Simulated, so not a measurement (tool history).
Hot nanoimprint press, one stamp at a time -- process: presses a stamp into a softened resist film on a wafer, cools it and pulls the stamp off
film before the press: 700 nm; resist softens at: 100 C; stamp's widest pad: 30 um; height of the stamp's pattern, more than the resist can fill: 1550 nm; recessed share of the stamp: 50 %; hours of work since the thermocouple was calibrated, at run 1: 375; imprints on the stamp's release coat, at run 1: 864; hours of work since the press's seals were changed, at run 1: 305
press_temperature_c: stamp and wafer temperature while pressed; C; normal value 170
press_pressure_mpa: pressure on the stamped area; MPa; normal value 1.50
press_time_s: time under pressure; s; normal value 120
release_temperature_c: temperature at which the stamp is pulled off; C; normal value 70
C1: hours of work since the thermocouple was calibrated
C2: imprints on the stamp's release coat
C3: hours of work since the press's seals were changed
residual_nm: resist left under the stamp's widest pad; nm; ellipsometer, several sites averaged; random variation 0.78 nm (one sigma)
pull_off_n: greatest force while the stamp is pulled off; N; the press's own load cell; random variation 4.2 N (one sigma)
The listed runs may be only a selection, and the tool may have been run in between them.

run 1 hour=0.0 | press_temperature_c=170 press_pressure_mpa=1.50 press_time_s=120 release_temperature_c=70 | C1=375 C2=864 C3=305 | residual_nm=235.2 pull_off_n=255
run 2 hour=12.6 | press_temperature_c=170 press_pressure_mpa=1.50 press_time_s=120 release_temperature_c=70 | C1=383 C2=898 C3=314 | residual_nm=233.8 pull_off_n=251
run 3 hour=21.7 | press_temperature_c=170 press_pressure_mpa=1.50 press_time_s=120 release_temperature_c=70 | C1=389 C2=923 C3=320 | residual_nm=235.0 pull_off_n=254
run 4 hour=32.4 | press_temperature_c=170 press_pressure_mpa=2.09 press_time_s=120 release_temperature_c=70 | C1=396 C2=952 C3=327 | residual_nm=192.0 pull_off_n=258
run 5 hour=38.9 | press_temperature_c=170 press_pressure_mpa=2.09 press_time_s=120 release_temperature_c=70 | C1=400 C2=970 C3=331 | residual_nm=192.4 pull_off_n=272
run 6 hour=46.2 | press_temperature_c=170 press_pressure_mpa=1.50 press_time_s=69 release_temperature_c=70 | C1=405 C2=990 C3=336 | residual_nm=282.6 pull_off_n=269
run 7 hour=57.2 | press_temperature_c=170 press_pressure_mpa=1.50 press_time_s=157 release_temperature_c=70 | C1=412 C2=1020 C3=343 | residual_nm=214.6 pull_off_n=267
run 8 hour=66.0 | press_temperature_c=170 press_pressure_mpa=1.50 press_time_s=117 release_temperature_c=70 | C1=418 C2=1044 C3=349 | residual_nm=236.7 pull_off_n=266
run 9 hour=74.8 | press_temperature_c=170 press_pressure_mpa=1.50 press_time_s=120 release_temperature_c=70 | C1=423 C2=1068 C3=354 | residual_nm=234.1 pull_off_n=272
run 10 hour=83.1 | press_temperature_c=170 press_pressure_mpa=1.50 press_time_s=77 release_temperature_c=70 | C1=429 C2=1090 C3=360 | residual_nm=269.1 pull_off_n=262
-- hour=87.1 plate thermocouple calibrated
run 11 hour=93.5 | press_temperature_c=170 press_pressure_mpa=1.50 press_time_s=78 release_temperature_c=70 | C1=4 C2=1111 C3=365 | residual_nm=290.5 pull_off_n=281
run 12 hour=102.3 | press_temperature_c=170 press_pressure_mpa=1.50 press_time_s=120 release_temperature_c=62 | C1=10 C2=1135 C3=370 | residual_nm=251.8 pull_off_n=309
run 13 hour=110.1 | press_temperature_c=170 press_pressure_mpa=1.50 press_time_s=120 release_temperature_c=62 | C1=15 C2=1156 C3=376 | residual_nm=251.7 pull_off_n=318
run 14 hour=117.6 | press_temperature_c=170 press_pressure_mpa=1.50 press_time_s=120 release_temperature_c=70 | C1=20 C2=1176 C3=380 | residual_nm=251.9 pull_off_n=286
run 15 hour=124.4 | press_temperature_c=170 press_pressure_mpa=1.50 press_time_s=120 release_temperature_c=70 | C1=24 C2=1195 C3=385 | residual_nm=251.7 pull_off_n=291
run 16 hour=132.1 | press_temperature_c=170 press_pressure_mpa=1.75 press_time_s=70 release_temperature_c=70 | C1=29 C2=1216 C3=390 | residual_nm=274.5 pull_off_n=284
run 17 hour=145.0 | press_temperature_c=169 press_pressure_mpa=1.75 press_time_s=70 release_temperature_c=58 | C1=38 C2=1251 C3=398 | residual_nm=286.3 pull_off_n=338
run 18 hour=157.7 | press_temperature_c=169 press_pressure_mpa=1.71 press_time_s=70 release_temperature_c=63 | C1=46 C2=1286 C3=407 | residual_nm=289.1 pull_off_n=320
run 19 hour=163.5 | press_temperature_c=170 press_pressure_mpa=0.95 press_time_s=120 release_temperature_c=56 | C1=50 C2=1302 C3=411 | residual_nm=327.3 pull_off_n=348
run 20 hour=174.2 | press_temperature_c=170 press_pressure_mpa=0.95 press_time_s=120 release_temperature_c=56 | C1=57 C2=1331 C3=418 | residual_nm=328.0 pull_off_n=356
run 21 hour=182.5 | press_temperature_c=170 press_pressure_mpa=0.95 press_time_s=120 release_temperature_c=56 | C1=62 C2=1354 C3=423 | residual_nm=326.7 pull_off_n=348
run 22 hour=192.0 | press_temperature_c=171 press_pressure_mpa=1.50 press_time_s=192 release_temperature_c=70 | C1=69 C2=1379 C3=429 | residual_nm=203.0 pull_off_n=311
run 23 hour=197.4 | press_temperature_c=170 press_pressure_mpa=1.49 press_time_s=120 release_temperature_c=70 | C1=72 C2=1394 C3=433 | residual_nm=250.8 pull_off_n=292
run 24 hour=210.0 | press_temperature_c=170 press_pressure_mpa=1.49 press_time_s=120 release_temperature_c=70 | C1=80 C2=1428 C3=441 | residual_nm=250.4 pull_off_n=298
run 25 hour=222.4 | press_temperature_c=179 press_pressure_mpa=2.20 press_time_s=219 release_temperature_c=56 | C1=89 C2=1462 C3=449 | residual_nm=109.5 pull_off_n=360
run 26 hour=232.0 | press_temperature_c=170 press_pressure_mpa=1.50 press_time_s=92 release_temperature_c=70 | C1=95 C2=1489 C3=455 | residual_nm=272.0 pull_off_n=320
-- hour=239.9 stamp cleaned and given a new release coat
run 27 hour=246.6 | press_temperature_c=170 press_pressure_mpa=1.50 press_time_s=92 release_temperature_c=70 | C1=100 C2=18 C3=461 | residual_nm=271.2 pull_off_n=203
run 28 hour=259.6 | press_temperature_c=170 press_pressure_mpa=1.50 press_time_s=181 release_temperature_c=60 | C1=109 C2=53 C3=469 | residual_nm=216.0 pull_off_n=233
run 29 hour=272.2 | press_temperature_c=170 press_pressure_mpa=1.03 press_time_s=233 release_temperature_c=67 | C1=117 C2=88 C3=478 | residual_nm=247.4 pull_off_n=214

Branching from run 29: 3 alternative next runs. What would each branch give?
run A hour=278.4 | press_temperature_c=171 press_pressure_mpa=0.95 press_time_s=218 release_temperature_c=67 | C1=121 C2=105 C3=482 | residual_nm=? pull_off_n=?
run B hour=278.4 | press_temperature_c=176 press_pressure_mpa=1.03 press_time_s=184 release_temperature_c=67 | C1=121 C2=105 C3=482 | residual_nm=? pull_off_n=?
run C hour=278.4 | press_temperature_c=170 press_pressure_mpa=1.07 press_time_s=82 release_temperature_c=64 | C1=121 C2=105 C3=482 | residual_nm=? pull_off_n=?

run=A residual_nm=255.7 pull_off_n=221
run=B residual_nm=210.2 pull_off_n=213
run=C residual_nm=339.7 pull_off_n=225
Without the tool's hidden state the same runs would have given:
run=A residual_nm=258.8 pull_off_n=216
run=B residual_nm=212.3 pull_off_n=208
run=C residual_nm=343.2 pull_off_n=219
